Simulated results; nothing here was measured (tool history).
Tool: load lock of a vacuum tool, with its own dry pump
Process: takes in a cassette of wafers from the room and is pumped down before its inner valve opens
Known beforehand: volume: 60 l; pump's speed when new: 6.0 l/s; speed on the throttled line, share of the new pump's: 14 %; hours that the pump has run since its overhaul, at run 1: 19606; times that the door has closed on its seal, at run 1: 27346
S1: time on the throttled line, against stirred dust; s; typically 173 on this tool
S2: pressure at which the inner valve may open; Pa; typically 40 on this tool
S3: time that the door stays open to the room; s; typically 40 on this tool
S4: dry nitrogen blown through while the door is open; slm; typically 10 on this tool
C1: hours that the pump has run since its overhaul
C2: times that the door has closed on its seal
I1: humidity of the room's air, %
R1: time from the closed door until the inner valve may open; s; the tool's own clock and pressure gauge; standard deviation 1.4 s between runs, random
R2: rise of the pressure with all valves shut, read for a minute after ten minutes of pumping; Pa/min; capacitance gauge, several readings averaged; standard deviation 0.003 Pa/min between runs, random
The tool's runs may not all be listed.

run 1 hour=0 | S1=173 S2=40 S3=40 S4=10 | C1=19606 C2=27346 | I1=43.9 | R1=242.4 R2=0.075
run 2 hour=325.6 | S1=173 S2=40 S3=40 S4=10 | C1=19932 C2=28021 | I1=45.4 | R1=242.7 R2=0.082
run 3 hour=577.4 | S1=173 S2=40 S3=40 S4=10 | C1=20183 C2=28543 | I1=47.2 | R1=243.7 R2=0.084
run 4 hour=798.6 | S1=173 S2=40 S3=29 S4=10 | C1=20405 C2=29002 | I1=45.3 | R1=244 R2=0.084
run 5 hour=1151 | S1=173 S2=40 S3=29 S4=10 | C1=20757 C2=29733 | I1=46.7 | R1=245.2 R2=0.082
run 6 hour=1375.7 | S1=173 S2=40 S3=29 S4=10 | C1=20982 C2=30199 | I1=46.1 | R1=247.4 R2=0.091
run 7 hour=1562.2 | S1=173 S2=40 S3=29 S4=10 | C1=21168 C2=30586 | I1=46.2 | R1=246.4 R2=0.085
run 8 hour=1724.5 | S1=173 S2=40 S3=29 S4=10 | C1=21330 C2=30923 | I1=47.4 | R1=246.4 R2=0.084
run 9 hour=2081.3 | S1=173 S2=40 S3=40 S4=10 | C1=21687 C2=31663 | I1=43.4 | R1=245.2 R2=0.093
run 10 hour=2345.1 | S1=173 S2=40 S3=40 S4=4 | C1=21951 C2=32210 | I1=45.5 | R1=247.2 R2=0.102
-- hour=2428.9 dry pump taken out, an overhauled one fitted
run 11 hour=2568.6 | S1=265 S2=40 S3=40 S4=4 | C1=140 C2=32661 | I1=45.4 | R1=305.5 R2=0.099
run 12 hour=2834.2 | S1=265 S2=40 S3=40 S4=4 | C1=405 C2=33212 | I1=44 | R1=307.2 R2=0.1
run 13 hour=3168 | S1=265 S2=40 S3=40 S4=4 | C1=739 C2=33905 | I1=41.3 | R1=304.1 R2=0.107
run 14 hour=3449 | S1=265 S2=40 S3=40 S4=4 | C1=1020 C2=34488 | I1=42.6 | R1=304.1 R2=0.109
run 15 hour=3651.8 | S1=265 S2=40 S3=40 S4=9 | C1=1223 C2=34908 | I1=45.2 | R1=308.3 R2=0.105
run 16 hour=3935.6 | S1=135 S2=40 S3=40 S4=9 | C1=1507 C2=35497 | I1=44.7 | R1=195.5 R2=0.112
run 17 hour=4239.1 | S1=135 S2=40 S3=40 S4=9 | C1=1810 C2=36127 | I1=45.4 | R1=196 R2=0.113
run 18 hour=4559.7 | S1=173 S2=40 S3=40 S4=10 | C1=2131 C2=36792 | I1=41.6 | R1=230.1 R2=0.11
run 19 hour=4737 | S1=173 S2=40 S3=40 S4=10 | C1=2308 C2=37159 | I1=45.7 | R1=228.9 R2=0.11
run 20 hour=5068.5 | S1=186 S2=40 S3=43 S4=10 | C1=2640 C2=37847 | I1=42.9 | R1=240 R2=0.114
run 21 hour=5423.9 | S1=91 S2=39 S3=65 S4=10 | C1=2995 C2=38584 | I1=42.3 | R1=160.8 R2=0.123
run 22 hour=5597.1 | S1=91 S2=39 S3=65 S4=10 | C1=3168 C2=38944 | I1=45.4 | R1=161.2 R2=0.126
run 23 hour=5934.3 | S1=161 S2=48 S3=71 S4=11 | C1=3505 C2=39643 | I1=45.1 | R1=220 R2=0.132
run 24 hour=6208.5 | S1=161 S2=48 S3=71 S4=11 | C1=3780 C2=40212 | I1=45.3 | R1=216.7 R2=0.133
run 25 hour=6476.1 | S1=91 S2=44 S3=60 S4=8 | C1=4047 C2=40767 | I1=44.7 | R1=161.6 R2=0.135
run 26 hour=6789.8 | S1=269 S2=34 S3=81 S4=11 | C1=4361 C2=41418 | I1=48.3 | R1=312.1 R2=0.145
run 27 hour=7063.8 | S1=198 S2=63 S3=40 S4=10 | C1=4635 C2=41986 | I1=49 | R1=247.1 R2=0.138
run 28 hour=7356.1 | S1=198 S2=63 S3=45 S4=10 | C1=4927 C2=42592 | I1=47.8 | R1=249.3 R2=0.14
run 29 hour=7506.7 | S1=255 S2=49 S3=65 S4=10 | C1=5078 C2=42905 | I1=43.5 | R1=300.6 R2=0.148
run 30 hour=7787 | S1=173 S2=40 S3=40 S4=6 | C1=5358 C2=43486 | I1=44.8 | R1=234.3 R2=0.139
run 31 hour=7981.4 | S1=173 S2=50 S3=40 S4=32 | C1=5553 C2=43890 | I1=47 | R1=228.3 R2=0.143
run 32 hour=8308.3 | S1=173 S2=58 S3=41 S4=28 | C1=5879 C2=44568 | I1=44.4 | R1=229.2 R2=0.136
run 33 hour=8673.2 | S1=340 S2=40 S3=39 S4=10 | C1=6244 C2=45324 | I1=46.7 | R1=373.9 R2=0.144
run 34 hour=8969.7 | S1=138 S2=52 S3=127 S4=17 | C1=6541 C2=45940 | I1=44 | R1=200.5 R2=0.159
run 35 hour=9235 | S1=195 S2=57 S3=26 S4=20 | C1=6806 C2=46490 | I1=42.5 | R1=247.5 R2=0.142

What if the next run were any one of these 5? Each begins from the tool's condition after run 35:
run A hour=9564.6 | S1=173 S2=34 S3=42 S4=10 | C1=7136 C2=47174 | I1=46.4 | R1=? R2=?
run B hour=9564.6 | S1=178 S2=40 S3=40 S4=10 | C1=7136 C2=47174 | I1=46.5 | R1=? R2=?
run C hour=9564.6 | S1=274 S2=57 S3=239 S4=9 | C1=7136 C2=47174 | I1=43.3 | R1=? R2=?
run D hour=9564.6 | S1=195 S2=51 S3=26 S4=20 | C1=7136 C2=47174 | I1=47.6 | R1=? R2=?
run E hour=9564.6 | S1=195 S2=31 S3=26 S4=37 | C1=7136 C2=47174 | I1=41.4 | R1=? R2=?

run=A R1=233.8 R2=0.158
run=B R1=240.2 R2=0.163
run=C R1=316.8 R2=0.189
run=D R1=248.4 R2=0.151
run=E R1=253.3 R2=0.149
Take away the tool's hidden state, keep each run's random variation, and the runs would have read:
run=A R1=227.7 R2=0.019
run=B R1=234.3 R2=0.02
run=C R1=312.9 R2=0.047
run=D R1=243 R2=0.01
run=E R1=247.5 R2=0.008
